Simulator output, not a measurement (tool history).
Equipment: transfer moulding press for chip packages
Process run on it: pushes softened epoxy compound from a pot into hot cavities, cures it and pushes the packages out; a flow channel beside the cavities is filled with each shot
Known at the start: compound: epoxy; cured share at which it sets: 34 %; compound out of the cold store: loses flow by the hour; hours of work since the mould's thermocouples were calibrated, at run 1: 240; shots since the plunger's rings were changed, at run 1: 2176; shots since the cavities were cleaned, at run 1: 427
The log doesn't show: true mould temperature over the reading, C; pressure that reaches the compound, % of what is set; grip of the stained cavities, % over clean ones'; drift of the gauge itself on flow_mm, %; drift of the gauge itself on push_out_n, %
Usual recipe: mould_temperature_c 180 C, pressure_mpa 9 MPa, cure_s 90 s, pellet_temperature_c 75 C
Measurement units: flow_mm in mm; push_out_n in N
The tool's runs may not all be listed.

run   hour  mould_temperature_c  pressure_mpa  cure_s  pellet_temperature_c  hours of work since the mould's thermocouples were calibrated  shots since the plunger's rings were changed  shots since the cavities were cleaned  incoming compound's hours out of the cold store  flow_mm  push_out_n
  1      0                  180             9      90                    75                                                            240                                          2176                                    427                                             41.5      873         888
  2    8.7                  180             9      74                    75                                                            245                                          2289                                    540                                             21.2      973        1518
  3   28.5                  180             9      74                    75                                                            257                                          2547                                    798                                             43.5      859        1447
      36.4  -- cavities cleaned with cleaning compound and waxed
  4   46.2                  180             9      74                    75                                                            267                                          2758                                    127                                             24.2      950        1085
  5   65.8                  180             9      74                    77                                                            279                                          3014                                    383                                             13.6     1009        1387
  6   82.5                  180             9      90                    75                                                            289                                          3230                                    599                                             10.3     1031        1013
  7   96.6                  180             9      90                    75                                                            297                                          3415                                    784                                             35.2      891        1054
     106.2  -- cavities cleaned with cleaning compound and waxed
  8  108.1                  180             9      90                    75                                                            303                                          3544                                     25                                             26.6      936         565
  9  127.6                  180             9      90                    75                                                            315                                          3798                                    279                                             44.9      849         766
 10  139.4                  180             9     108                    75                                                            322                                          3952                                    433                                             16.4      983         768
 11  159.2                  180          7.72     108                    75                                                            334                                          4209                                    690                                             14.4      921         882
 12    171                  180          7.72     108                    75                                                            341                                          4363                                    844                                             19.6      886         884
     175.3  -- cavities cleaned with cleaning compound and waxed
 13    186                  183             9      90                    75                                                            349                                          4539                                    139                                             42.8      840         607
 14  195.3                  183          8.37      90                    75                                                            355                                          4660                                    260                                             41.5      812         712
 15    205                  183          8.37      90                    75                                                            361                                          4787                                    387                                             45.9      788         784
 16  218.3                  174         10.21      82                    82                                                            369                                          4959                                    559                                               41      924        1481
 17    235                  174         10.21      82                    82                                                            379                                          5177                                    777                                             23.8     1006        1741
     244.1  -- cavities cleaned with cleaning compound and waxed
 18  249.4                  180          6.89     120                    71                                                            387                                          5344                                     68                                             31.1      784         539
     257.1  -- plunger's sealing rings changed
 19  272.5                  174         10.43     120                    71                                                            399                                           201                                    337                                             13.6     1144         751
 20  291.5                  176          8.84     120                    71                                                            411                                           448                                    584                                             26.4      971         862
 21    307                  185           9.5      90                    73                                                            420                                           649                                    785                                               28      960         920
     315.9  -- cavities cleaned with cleaning compound and waxed
 22  325.7                  185           9.5      90                    73                                                            430                                           873                                    127                                             35.2      922         601
 23  343.2                  186           7.6      99                    73                                                            441                                          1102                                    356                                             35.8      823         705
 24    358                  181          8.32     105                    84                                                            450                                          1294                                    548                                             43.2      829         811
 25  375.5                  178          8.95      93                    75                                                            460                                          1522                                    776                                             43.6      876        1013
       386  -- cavities cleaned with cleaning compound and waxed
 26  393.3                  176           9.1      93                    75                                                            470                                          1734                                     95                                             46.6      870         696
 27  408.7                  177           7.9      93                    66                                                            479                                          1935                                    296                                             29.2      890         916

Here are 5 independent what-if runs from the current tool condition. What would each one return?
  A  423.4                  182           7.9      98                    74                                                            488                                          2126                                    487                                             33.9        ?           ?
  B  423.4                  172          8.43      90                    71                                                            488                                          2126                                    487                                             11.3        ?           ?
  C  423.4                  173         10.19      77                    66                                                            488                                          2126                                    487                                             14.6        ?           ?
  D  423.4                  186          6.91      90                    73                                                            488                                          2126                                    487                                             18.9        ?           ?
  E  423.4                  180         10.75      94                    75                                                            488                                          2126                                    487                                             16.1        ?           ?

run  flow_mm  push_out_n
  A      844         783
  B     1031        1527
  C     1104        2192
  D      849         798
  E     1098         879
Without the tool's hidden state the same runs would have given:
run  flow_mm  push_out_n
  A      865         466
  B     1057         964
  C     1131        1370
  D      869         481
  E     1125         537

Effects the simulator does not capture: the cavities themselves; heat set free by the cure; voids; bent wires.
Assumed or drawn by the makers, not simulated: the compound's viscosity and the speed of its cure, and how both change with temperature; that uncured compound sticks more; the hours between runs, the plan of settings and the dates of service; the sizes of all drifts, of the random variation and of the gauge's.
